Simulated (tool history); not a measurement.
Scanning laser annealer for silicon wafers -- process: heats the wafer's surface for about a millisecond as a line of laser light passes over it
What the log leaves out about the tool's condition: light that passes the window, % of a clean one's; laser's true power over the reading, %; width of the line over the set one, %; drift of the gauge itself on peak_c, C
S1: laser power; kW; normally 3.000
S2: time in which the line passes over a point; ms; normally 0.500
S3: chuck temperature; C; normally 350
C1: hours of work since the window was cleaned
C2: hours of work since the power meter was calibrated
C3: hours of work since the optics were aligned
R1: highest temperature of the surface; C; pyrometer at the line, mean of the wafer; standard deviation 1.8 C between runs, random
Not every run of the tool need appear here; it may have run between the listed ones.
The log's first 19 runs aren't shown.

run,hour,S1,S2,S3,C1,C2,C3,R1
20,682.6,3.000,0.582,350,252,678,1205,1124
21,725.2,3.000,0.477,350,272,698,1224,1037
22,766.9,2.929,0.576,350,291,717,1244,1095
23,806.6,2.929,0.576,350,310,736,1262,1099
24,851.1,3.000,0.427,313,330,756,1282,952
25,900.8,3.000,0.427,313,353,779,1305,948
# hour 905.9: window over the wafer cleaned
26,928.9,2.776,0.364,386,11,791,1317,933
27,974.4,2.677,0.364,386,32,812,1338,911
28,1006.1,2.677,0.364,386,46,827,1353,912
29,1046.1,2.844,0.513,333,65,845,1371,1017
30,1072.2,2.630,0.491,389,77,857,1383,1004
31,1111.2,2.630,0.491,389,95,875,1401,1001
32,1158.2,2.630,0.491,389,116,897,1423,1000
33,1204.2,2.630,0.491,389,138,918,1444,1002
34,1231.4,2.646,0.512,375,150,931,1457,1004
35,1258.5,2.646,0.512,375,163,943,1469,1004
# hour 1287.6: optics aligned, line set to its width
36,1300.8,3.000,0.364,383,180,960,6,976
37,1329.5,3.202,0.452,362,193,974,19,1081
38,1356.6,2.865,0.556,362,206,986,32,1085
39,1378.6,2.865,0.556,386,216,996,42,1108
40,1415.0,2.865,0.556,386,233,1013,59,1108

3 ways to go on from here, each from the tool as it stands after run 40. What would each give?
A,1435.7,2.778,0.593,350,242,1022,68,?
B,1435.7,2.698,0.556,386,242,1022,68,?
C,1435.7,3.134,0.380,350,242,1022,68,?

run,R1
A,1075
B,1063
C,983
Without the tool's unlogged condition, the same runs would have read:
run,R1
A,1090
B,1077
C,997
